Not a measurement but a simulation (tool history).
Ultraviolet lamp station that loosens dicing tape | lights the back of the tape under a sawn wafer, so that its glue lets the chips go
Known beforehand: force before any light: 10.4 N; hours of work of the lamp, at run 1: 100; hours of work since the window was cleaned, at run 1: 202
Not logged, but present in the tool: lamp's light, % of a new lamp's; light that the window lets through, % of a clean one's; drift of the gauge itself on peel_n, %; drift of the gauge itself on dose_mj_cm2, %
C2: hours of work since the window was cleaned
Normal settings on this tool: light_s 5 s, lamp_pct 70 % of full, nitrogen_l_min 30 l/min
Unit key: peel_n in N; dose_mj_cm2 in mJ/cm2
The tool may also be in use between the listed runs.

Run 1, day 0.000: usual settings; hours of work of the lamp 100; C2 202. Result: peel_n 1.567 N, dose_mj_cm2 352 mJ/cm2.
Run 2, day 0.596: usual settings; hours of work of the lamp 109; C2 211. Result: peel_n 1.484 N, dose_mj_cm2 351 mJ/cm2.
Run 3, day 1.183: usual settings; hours of work of the lamp 118; C2 221. Result: peel_n 1.628 N, dose_mj_cm2 349 mJ/cm2.
Run 4, day 1.512: usual settings but light_s 7 s; hours of work of the lamp 124; C2 226. Result: peel_n 0.820 N, dose_mj_cm2 487 mJ/cm2.
Run 5, day 2.083: usual settings but light_s 7 s; hours of work of the lamp 133; C2 235. Result: peel_n 0.829 N, dose_mj_cm2 487 mJ/cm2.
Run 6, day 2.579: usual settings but light_s 7 s; hours of work of the lamp 140; C2 242. Result: peel_n 0.830 N, dose_mj_cm2 482 mJ/cm2.
Run 7, day 2.946: usual settings but light_s 7 s; hours of work of the lamp 146; C2 248. Result: peel_n 0.857 N, dose_mj_cm2 480 mJ/cm2.
Run 8, day 3.438: usual settings but light_s 7 s; hours of work of the lamp 154; C2 256. Result: peel_n 0.852 N, dose_mj_cm2 484 mJ/cm2.
Run 9, day 3.800: usual settings but light_s 6 s, lamp_pct 63 % of full; hours of work of the lamp 159; C2 262. Result: peel_n 1.445 N, dose_mj_cm2 372 mJ/cm2.
Run 10, day 4.196: usual settings but lamp_pct 63 % of full, nitrogen_l_min 32 l/min; hours of work of the lamp 166; C2 268. Result: peel_n 1.888 N, dose_mj_cm2 310 mJ/cm2.
Run 11, day 4.779: usual settings but light_s 4 s, lamp_pct 84 % of full, nitrogen_l_min 24 l/min; hours of work of the lamp 175; C2 277. Result: peel_n 2.065 N, dose_mj_cm2 325 mJ/cm2.
Run 12, day 5.288: usual settings but light_s 4 s, lamp_pct 84 % of full, nitrogen_l_min 24 l/min; hours of work of the lamp 183; C2 285. Result: peel_n 2.105 N, dose_mj_cm2 321 mJ/cm2.

Run 13, settings as shown, results not yet in. Your forecast:
Run 13, day 5.638: usual settings but lamp_pct 77 % of full; hours of work of the lamp 188; C2 290. Result: peel_n ?, dose_mj_cm2 ?.

peel_n: 1.434 N
dose_mj_cm2: 374 mJ/cm2
Had the tool carried no hidden state, the very same run would have given peel_n 1.127 N, dose_mj_cm2 423 mJ/cm2.
